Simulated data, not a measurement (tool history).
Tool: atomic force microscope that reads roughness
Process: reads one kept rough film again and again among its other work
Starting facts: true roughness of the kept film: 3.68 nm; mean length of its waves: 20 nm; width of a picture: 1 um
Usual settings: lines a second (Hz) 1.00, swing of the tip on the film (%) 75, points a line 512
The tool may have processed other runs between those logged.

run     day  lines a second (Hz)  swing of the tip on the film (%)  points a line  roughness of the kept film (nm (root mean square))
  1   0.000                 1.00                                75            512                                               2.532
  2   0.388                 1.00                                75            512                                               2.528
  3   0.750                 1.00                                75            512                                               2.545
  4   1.083                 1.00                                75            512                                               2.542
  5   1.558                 1.00                                75            512                                               2.527
  6   2.183                 1.00                                75            512                                               2.514
  7   2.788                 0.53                                75            512                                               2.589
      2.921  -- new tip fitted
  8   3.179                 1.00                                75            512                                               2.537
  9   3.762                 1.00                                75            512                                               2.539
 10   4.362                 1.00                                75            512                                               2.528
 11   4.967                 1.00                                75            512                                               2.549
 12   5.583                 1.00                                84            512                                               2.452
      6.154  -- new tip fitted
 13   6.179                 1.00                                75            512                                               2.547
 14   6.433                 1.00                                66            512                                               2.578
 15   6.962                 1.00                                57            363                                               2.601
 16   7.388                 1.66                                57            363                                               2.573
 17   7.921                 1.66                                57            363                                               2.579
 18   8.308                 1.66                                57            363                                               2.539
 19   8.642                 0.83                                75            874                                               2.562
 20   9.262                 3.84                                63            356                                               2.377
      9.371  -- new tip fitted
 21   9.579                 3.84                                63            356                                               2.403
 22   9.838                 0.74                                69           1012                                               2.620
 23  10.158                 0.74                                88           1012                                               2.502
 24  10.667                 0.71                                60            296                                               2.593
 25  10.971                 1.15                                87            460                                               2.372

Estimate the outcome of run 26 from the log above:
 26  11.500                 1.15                                87            460                                                   ?

roughness of the kept film (nm (root mean square)): 2.380
Had the tool carried no hidden state, the very same run would have given roughness of the kept film (nm (root mean square)) 2.385.
